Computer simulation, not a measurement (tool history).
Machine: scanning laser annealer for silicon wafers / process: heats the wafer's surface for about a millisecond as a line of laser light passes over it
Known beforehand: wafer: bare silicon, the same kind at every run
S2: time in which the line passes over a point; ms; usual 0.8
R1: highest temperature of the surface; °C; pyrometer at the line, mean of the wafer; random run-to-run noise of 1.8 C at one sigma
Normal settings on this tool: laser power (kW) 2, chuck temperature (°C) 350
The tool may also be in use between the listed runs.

Run 1, hour 0: usual settings. Result: R1 1022 °C.
Run 2, hour 29.5: usual settings. Result: R1 1020 °C.
Run 3, hour 70.1: usual settings. Result: R1 1018 °C.
Run 4, hour 90.9: usual settings but S2 0.57 ms. Result: R1 923 °C.
Run 5, hour 118.6: usual settings but S2 0.57 ms. Result: R1 923 °C.
At hour 148: window over the wafer cleaned.
Run 6, hour 151.4: usual settings but S2 0.57 ms, chuck temperature (°C) 316. Result: R1 916 °C.
Run 7, hour 177.6: usual settings but S2 0.98 ms. Result: R1 1115 °C.
Run 8, hour 208.2: usual settings but S2 0.98 ms. Result: R1 1111 °C.
Run 9, hour 249.2: usual settings but S2 0.98 ms. Result: R1 1110 °C.
Run 10, hour 284.4: usual settings. Result: R1 1037 °C.
Run 11, hour 301.6: usual settings. Result: R1 1038 °C.
Run 12, hour 321.3: usual settings. Result: R1 1038 °C.
Run 13, hour 349: usual settings. Result: R1 1035 °C.
At hour 373.8: optics aligned, line set to its width.
Run 14, hour 382.1: usual settings. Result: R1 1039 °C.
Run 15, hour 405: usual settings but laser power (kW) 2.081, S2 0.722 ms. Result: R1 1037 °C.
Run 16, hour 438: usual settings but laser power (kW) 1.89. Result: R1 997 °C.
Run 17, hour 466.9: usual settings but laser power (kW) 1.89, S2 0.563 ms, chuck temperature (°C) 319. Result: R1 869 °C.
Run 18, hour 499.6: usual settings but laser power (kW) 1.767. Result: R1 952 °C.
Run 19, hour 537.5: usual settings but laser power (kW) 2.099, chuck temperature (°C) 347. Result: R1 1066 °C.
Run 20, hour 560.6: usual settings but laser power (kW) 1.713, chuck temperature (°C) 380. Result: R1 955 °C.
Run 21, hour 578.2: usual settings but laser power (kW) 2.193, chuck temperature (°C) 348. Result: R1 1100 °C.
Run 22, hour 600.7: usual settings but laser power (kW) 1.817, S2 0.884 ms. Result: R1 991 °C.
Run 23, hour 622.3: usual settings but laser power (kW) 2.177, S2 0.659 ms, chuck temperature (°C) 310. Result: R1 991 °C.
Run 24, hour 661.1: usual settings but laser power (kW) 2.007, S2 0.815 ms, chuck temperature (°C) 360. Result: R1 1044 °C.
Run 25, hour 689: usual settings but laser power (kW) 2.179, chuck temperature (°C) 341. Result: R1 1077 °C.
Run 26, hour 729.2: usual settings but laser power (kW) 2.179, chuck temperature (°C) 341. Result: R1 1079 °C.
Run 27, hour 769.3: usual settings but laser power (kW) 2.179, chuck temperature (°C) 341. Result: R1 1076 °C.
Run 28, hour 797.8: usual settings but laser power (kW) 2.179, S2 0.689 ms, chuck temperature (°C) 382. Result: R1 1068 °C.

Below, some changes in R1 between adjacent runs. For each, the amount present without the hidden state too (settings, incoming material, random variation) and the amount remaining for the hidden state with gauge scatter not shared by both compared results:
What the log doesn't record here: light that passes the window, % of a clean one's; laser's true power over the reading, %; width of the line over the set one, %; drift of the gauge itself on peak_c, C.
Run 5 -> 6: chuck temperature (°C) 350 -> 316, window over the wafer cleaned. R1 -7 °C: hidden state +28, all else -35.
Run 6 -> 7: S2 0.57 -> 0.98, chuck temperature (°C) 316 -> 350. R1 +199 °C: hidden state -3, all else +202.
Run 20 -> 21: laser power (kW) 1.713 -> 2.193, chuck temperature (°C) 380 -> 348. R1 +145 °C: hidden state -8, all else +153.
